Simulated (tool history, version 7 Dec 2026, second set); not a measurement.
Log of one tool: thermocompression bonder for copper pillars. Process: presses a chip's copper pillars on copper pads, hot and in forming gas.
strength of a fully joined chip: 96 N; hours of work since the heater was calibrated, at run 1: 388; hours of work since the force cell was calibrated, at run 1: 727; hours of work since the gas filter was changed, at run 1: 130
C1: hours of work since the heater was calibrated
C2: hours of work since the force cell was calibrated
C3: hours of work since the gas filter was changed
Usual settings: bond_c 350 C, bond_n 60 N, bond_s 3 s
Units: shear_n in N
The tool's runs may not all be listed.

run 1 day=0 | bond_c=350 bond_n=60 bond_s=3 | C1=388 C2=727 C3=130 | shear_n=57.5
run 2 day=0.658 | bond_c=350 bond_n=60 bond_s=3 | C1=397 C2=735 C3=139 | shear_n=57
run 3 day=1.612 | bond_c=350 bond_n=60 bond_s=3 | C1=410 C2=748 C3=152 | shear_n=55.8
run 4 day=2.517 | bond_c=350 bond_n=81 bond_s=3 | C1=422 C2=761 C3=164 | shear_n=66
run 5 day=3.55 | bond_c=350 bond_n=81 bond_s=3 | C1=436 C2=775 C3=178 | shear_n=66.3
run 6 day=4.521 | bond_c=350 bond_n=81 bond_s=3 | C1=449 C2=788 C3=191 | shear_n=65.3
run 7 day=5.379 | bond_c=350 bond_n=81 bond_s=3 | C1=461 C2=799 C3=203 | shear_n=66.4
run 8 day=6.171 | bond_c=350 bond_n=81 bond_s=3 | C1=471 C2=810 C3=214 | shear_n=65.8
run 9 day=6.738 | bond_c=350 bond_n=42 bond_s=3 | C1=479 C2=818 C3=221 | shear_n=45.1
run 10 day=7.517 | bond_c=350 bond_n=42 bond_s=3 | C1=490 C2=828 C3=232 | shear_n=45.3
run 11 day=8.488 | bond_c=350 bond_n=60 bond_s=8 | C1=503 C2=841 C3=245 | shear_n=72.2
run 12 day=9.3 | bond_c=355 bond_n=60 bond_s=3 | C1=514 C2=852 C3=256 | shear_n=59.2
run 13 day=10.062 | bond_c=355 bond_n=60 bond_s=3 | C1=524 C2=863 C3=266 | shear_n=58.7
run 14 day=10.733 | bond_c=355 bond_n=60 bond_s=3 | C1=533 C2=872 C3=275 | shear_n=58.8
run 15 day=11.475 | bond_c=355 bond_n=60 bond_s=3 | C1=543 C2=882 C3=285 | shear_n=58.4
run 16 day=12.192 | bond_c=355 bond_n=60 bond_s=3 | C1=553 C2=892 C3=295 | shear_n=58.1
run 17 day=12.904 | bond_c=355 bond_n=60 bond_s=3 | C1=563 C2=901 C3=305 | shear_n=57.6
run 18 day=13.525 | bond_c=350 bond_n=60 bond_s=3 | C1=571 C2=910 C3=313 | shear_n=56.7
run 19 day=14.242 | bond_c=350 bond_n=60 bond_s=3 | C1=581 C2=919 C3=323 | shear_n=57.2
run 20 day=14.938 | bond_c=350 bond_n=40 bond_s=3 | C1=590 C2=929 C3=332 | shear_n=44.5
run 21 day=15.662 | bond_c=368 bond_n=60 bond_s=2 | C1=600 C2=938 C3=342 | shear_n=54.2
run 22 day=16.521 | bond_c=321 bond_n=52 bond_s=7 | C1=612 C2=950 C3=354 | shear_n=55.8
run 23 day=17.421 | bond_c=327 bond_n=53 bond_s=2 | C1=624 C2=962 C3=366 | shear_n=39.2
run 24 day=18.038 | bond_c=327 bond_n=53 bond_s=2 | C1=632 C2=971 C3=374 | shear_n=38.8
-- day=18.142 forming gas filter changed
run 25 day=18.804 | bond_c=350 bond_n=60 bond_s=2 | C1=642 C2=981 C3=9 | shear_n=51.8
run 26 day=19.446 | bond_c=350 bond_n=60 bond_s=2 | C1=651 C2=989 C3=18 | shear_n=52.1
run 27 day=20.367 | bond_c=348 bond_n=60 bond_s=2 | C1=663 C2=1002 C3=30 | shear_n=50.1
run 28 day=21.012 | bond_c=338 bond_n=71 bond_s=3 | C1=672 C2=1011 C3=39 | shear_n=60.6
run 29 day=21.767 | bond_c=357 bond_n=60 bond_s=7 | C1=682 C2=1021 C3=49 | shear_n=74.1
run 30 day=22.75 | bond_c=357 bond_n=60 bond_s=7 | C1=696 C2=1034 C3=62 | shear_n=76.2
run 31 day=23.312 | bond_c=351 bond_n=71 bond_s=7 | C1=703 C2=1042 C3=70 | shear_n=77.8
run 32 day=23.846 | bond_c=342 bond_n=40 bond_s=2 | C1=710 C2=1049 C3=77 | shear_n=36.5
run 33 day=24.538 | bond_c=342 bond_n=40 bond_s=2 | C1=720 C2=1058 C3=87 | shear_n=37
run 34 day=25.138 | bond_c=342 bond_n=64 bond_s=2 | C1=728 C2=1067 C3=95 | shear_n=50.4
run 35 day=25.775 | bond_c=342 bond_n=64 bond_s=2 | C1=736 C2=1075 C3=103 | shear_n=50.2
run 36 day=26.692 | bond_c=323 bond_n=70 bond_s=3 | C1=749 C2=1088 C3=116 | shear_n=52.3
run 37 day=27.554 | bond_c=363 bond_n=70 bond_s=2 | C1=761 C2=1099 C3=127 | shear_n=61.1
run 38 day=28.304 | bond_c=326 bond_n=36 bond_s=3 | C1=771 C2=1109 C3=138 | shear_n=35.4
run 39 day=28.921 | bond_c=321 bond_n=40 bond_s=4 | C1=779 C2=1118 C3=146 | shear_n=41.4
run 40 day=29.633 | bond_c=350 bond_n=60 bond_s=2 | C1=789 C2=1127 C3=156 | shear_n=51.6

Measured less the same run without the tool's hidden state. The same run-to-run variation is in both; the gauge's scatter may not be:
The hidden state here: true temperature of the bond over the reading, C; force that reaches the chip, % of what is set; oxide that the forming gas leaves, % of the face; drift of the gauge itself on shear_n, %.
run=1 shear_n=+1.8
run=2 shear_n=+1.8
run=3 shear_n=+1.7
run=4 shear_n=+1.6
run=5 shear_n=+1.5
run=6 shear_n=+1.5
run=7 shear_n=+1.5
run=8 shear_n=+1.4
run=9 shear_n=+1.7
run=10 shear_n=+1.6
run=11 shear_n=+1.1
run=12 shear_n=+1.6
run=13 shear_n=+1.5
run=14 shear_n=+1.5
run=15 shear_n=+1.5
run=16 shear_n=+1.5
run=17 shear_n=+1.5
run=18 shear_n=+1.5
run=19 shear_n=+1.6
run=20 shear_n=+1.6
run=21 shear_n=+1.5
run=22 shear_n=+1.5
run=23 shear_n=+1.6
run=24 shear_n=+1.6
run=25 shear_n=+3.2
run=26 shear_n=+3.2
run=27 shear_n=+3.2
run=28 shear_n=+3.3
run=29 shear_n=+2.8
run=30 shear_n=+2.8
run=31 shear_n=+2.6
run=32 shear_n=+2.7
run=33 shear_n=+2.7
run=34 shear_n=+3.1
run=35 shear_n=+3.1
run=36 shear_n=+3.2
run=37 shear_n=+3.1
run=38 shear_n=+2.6
run=39 shear_n=+2.8
run=40 shear_n=+3.1
